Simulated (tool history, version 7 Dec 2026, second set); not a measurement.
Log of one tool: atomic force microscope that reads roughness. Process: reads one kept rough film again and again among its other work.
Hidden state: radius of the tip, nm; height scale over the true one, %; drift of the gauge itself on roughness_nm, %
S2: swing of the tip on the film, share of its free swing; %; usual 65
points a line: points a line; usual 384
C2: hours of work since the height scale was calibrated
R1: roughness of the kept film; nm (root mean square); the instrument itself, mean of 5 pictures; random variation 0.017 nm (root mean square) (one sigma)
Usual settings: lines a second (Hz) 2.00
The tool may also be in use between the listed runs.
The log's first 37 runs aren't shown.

At hour 2019.8: new tip fitted.
Run 38, hour 2019.8: usual settings but lines a second (Hz) 1.66, S2 82 %, points a line 651; pictures with this tip 0; C2 1671. Result: R1 3.862 nm (root mean square).
Run 39, hour 2079.9: usual settings but lines a second (Hz) 1.32, S2 81 %, points a line 689; pictures with this tip 137; C2 1712. Result: R1 2.822 nm (root mean square).
Run 40, hour 2123.0: usual settings but lines a second (Hz) 3.08, S2 86 %, points a line 916; pictures with this tip 236; C2 1742. Result: R1 2.076 nm (root mean square).
At hour 2150.6: new tip fitted.
Run 41, hour 2198.4: usual settings but lines a second (Hz) 3.17, S2 86 %, points a line 916; pictures with this tip 109; C2 1793. Result: R1 2.694 nm (root mean square).
Run 42, hour 2241.3: usual settings but lines a second (Hz) 0.66, S2 86 %, points a line 278; pictures with this tip 207; C2 1823. Result: R1 2.524 nm (root mean square).
At hour 2282.6: new tip fitted.
Run 43, hour 2307.8: usual settings but lines a second (Hz) 1.91, points a line 342; pictures with this tip 57; C2 1868. Result: R1 3.481 nm (root mean square).
Run 44, hour 2371.3: usual settings but lines a second (Hz) 1.42, S2 70 %, points a line 304; pictures with this tip 203; C2 1912. Result: R1 2.517 nm (root mean square).
At hour 2413.5: new tip fitted.
Run 45, hour 2423.5: usual settings but lines a second (Hz) 1.42, S2 70 %, points a line 304; pictures with this tip 23; C2 1948. Result: R1 3.655 nm (root mean square).
Run 46, hour 2505.7: usual settings but lines a second (Hz) 0.54, S2 66 %, points a line 818; pictures with this tip 211; C2 2004. Result: R1 2.638 nm (root mean square).
At hour 2545.8: new tip fitted.
Run 47, hour 2564.5: usual settings but lines a second (Hz) 0.54, S2 66 %, points a line 818; pictures with this tip 42; C2 2044. Result: R1 3.695 nm (root mean square).
Run 48, hour 2604.6: usual settings but lines a second (Hz) 0.54, S2 66 %, points a line 818; pictures with this tip 134; C2 2072. Result: R1 3.019 nm (root mean square).
Run 49, hour 2661.9: usual settings but points a line 564; pictures with this tip 265; C2 2111. Result: R1 2.335 nm (root mean square).
At hour 2678.7: new tip fitted.
Run 50, hour 2746.0: usual settings but points a line 564; pictures with this tip 154; C2 2169. Result: R1 2.768 nm (root mean square).
Run 51, hour 2786.2: usual settings but lines a second (Hz) 1.30, S2 88 %, points a line 385; pictures with this tip 246; C2 2196. Result: R1 2.261 nm (root mean square).
At hour 2811.2: new tip fitted.
Run 52, hour 2823.3: usual settings but lines a second (Hz) 1.30, S2 88 %, points a line 385; pictures with this tip 28; C2 2222. Result: R1 3.504 nm (root mean square).

Forecast each of these 3 alternatives for the next run:
Run A, hour 2897.4: usual settings but lines a second (Hz) 1.30, points a line 385; pictures with this tip 198; C2 2273. Result: R1 ?.
Run B, hour 2897.4: usual settings but lines a second (Hz) 1.77; pictures with this tip 198; C2 2273. Result: R1 ?.
Run C, hour 2897.4: usual settings but lines a second (Hz) 1.67, S2 78 %, points a line 491; pictures with this tip 198; C2 2273. Result: R1 ?.

run     R1
  A  2.619
  B  2.605
  C  2.522
Without the tool's hidden state the same runs would have given:
run     R1
  A  4.138
  B  4.115
  C  3.984
